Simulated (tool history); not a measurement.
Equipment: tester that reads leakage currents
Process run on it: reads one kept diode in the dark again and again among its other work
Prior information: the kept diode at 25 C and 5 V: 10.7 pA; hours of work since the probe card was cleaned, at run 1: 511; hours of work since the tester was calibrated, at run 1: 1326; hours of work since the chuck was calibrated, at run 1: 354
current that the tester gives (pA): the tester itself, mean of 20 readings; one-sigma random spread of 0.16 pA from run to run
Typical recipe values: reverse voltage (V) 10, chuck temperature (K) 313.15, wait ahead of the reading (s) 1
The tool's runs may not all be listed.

run    hour  reverse voltage (V)  chuck temperature (K)  wait ahead of the reading (s)  hours of work since the probe card was cleaned  hours of work since the tester was calibrated  hours of work since the chuck was calibrated  current that the tester gives (pA)
  1       0                   10                 313.15                              1                                             511                                           1326                                           354                               57.43
  2   131.4                   10                 313.15                           3.11                                             588                                           1403                                           431                               58.44
  3   206.3                   10                 313.15                           3.11                                             631                                           1447                                           474                               59.26
  4   367.4                   10                 313.15                              1                                             725                                           1541                                           569                               61.42
      471.3  -- chuck's temperature calibrated
  5   502.5                   10                 313.15                              1                                             803                                           1618                                            18                               53.73
  6   632.4                   10                 313.15                              1                                             879                                           1694                                            94                               55.02
  7   734.4                   10                 313.15                              1                                             939                                           1754                                           154                               55.83
  8     896                 11.5                 313.15                              1                                            1033                                           1848                                           248                               62.53
  9     980                 11.5                 313.15                              1                                            1082                                           1897                                           297                               63.45
 10  1071.8                 11.5                 313.15                              1                                            1136                                           1951                                           351                               64.46
 11  1243.2                 11.5                 313.15                              1                                            1236                                           2051                                           451                               66.33
     1254.9  -- probe card cleaned and baked
 12  1352.7                 11.5                 313.15                              1                                              57                                           2113                                           513                               69.49
 13  1518.8                 11.5                 313.15                           0.31                                             154                                           2210                                           610                                73.7
     1559.1  -- chuck's temperature calibrated
 14  1636.6                 11.5                 319.15                           0.31                                             222                                           2278                                            45                               94.25
 15  1757.9                 11.5                 319.15                           0.31                                             292                                           2348                                           116                               96.42
 16  1874.7                   10                 313.15                           3.96                                             361                                           2417                                           184                               59.31
       1924  -- tester calibrated
 17  2041.3                   10                 316.15                              1                                             457                                             68                                           280                               72.86
       2091  -- probe card cleaned and baked, once more
 18  2185.4                 12.8                 313.15                              1                                              55                                            151                                           363                               64.66
 19  2303.5                 12.8                 313.15                              1                                             124                                            220                                           432                               65.88
 20  2384.8                  4.3                 320.15                              1                                             171                                            267                                           479                               55.76
 21  2468.3                  1.6                 315.15                              1                                             220                                            316                                           528                                22.3
 22  2613.1                  1.6                 315.15                              1                                             305                                            400                                           612                               23.03
     2655.9  -- chuck's temperature calibrated
 23  2699.6                  1.6                 297.15                           6.12                                             354                                            450                                            26                                5.23
 24  2778.9                  1.9                 323.15                           3.29                                             400                                            496                                            72                               38.21
 25  2947.9                  1.2                 313.15                           1.11                                             499                                            595                                           170                               15.11
 26  3099.6                  4.7                 318.15                            0.9                                             588                                            683                                           259                               49.57
 27    3229                  4.7                 313.15                            0.9                                             663                                            759                                           335                               36.14
 28  3387.6                  8.3                 313.15                            7.1                                             756                                            851                                           427                               51.86
 29  3543.8                  8.3                 313.15                            7.1                                             847                                            943                                           518                               53.27
 30  3693.6                  3.4                 318.15                           1.47                                             934                                           1030                                           606                               44.54
     3738.4  -- chuck's temperature calibrated
 31  3801.1                  6.6                 294.15                           8.13                                             996                                           1092                                            37                               11.27
 32  3893.4                 19.4                 294.15                           1.35                                            1050                                           1146                                            91                               25.03
 33  4016.6                  3.5                 294.15                           1.35                                            1122                                           1217                                           162                                   8
 34  4154.5                 10.4                 326.15                           1.12                                            1202                                           1298                                           243                              136.91
 35  4313.7                 10.4                 326.15                           1.12                                            1295                                           1391                                           336                              140.33
 36  4409.1                 10.4                 326.15                           1.12                                            1351                                           1446                                           391                              142.44
 37  4498.6                  2.4                 309.15                           0.32                                            1403                                           1499                                           444                               19.85
 38    4620                  2.4                 329.15                           4.31                                            1474                                           1570                                           515                               73.11

Some steps in current that the tester gives (pA) between neighbouring runs. How much of each would the tool show without its hidden state too (settings, what came in, random variation), and how much is left for the hidden state, with any gauge scatter that isn't in both results?
What the log doesn't record here: stray current of the dirty probe card, pA a volt; current scale over the true one, %; true chuck temperature over the reading, C; drift of the gauge itself on leakage_pa, %.
Run 4 -> 5: chuck's temperature calibrated. current that the tester gives (pA) -7.69: hidden state -7.72, all else +0.03.
Run 33 -> 34: reverse voltage (V) 3.5 -> 10.4, chuck temperature (K) 294.15 -> 326.15, wait ahead of the reading (s) 1.35 -> 1.12. current that the tester gives (pA) +128.91: hidden state +10.74, all else +118.17.
Run 36 -> 37: reverse voltage (V) 10.4 -> 2.4, chuck temperature (K) 326.15 -> 309.15, wait ahead of the reading (s) 1.12 -> 0.32. current that the tester gives (pA) -122.59: hidden state -14.47, all else -108.12.
Run 37 -> 38: chuck temperature (K) 309.15 -> 329.15, wait ahead of the reading (s) 0.32 -> 4.31. current that the tester gives (pA) +53.26: hidden state +6.85, all else +46.41.
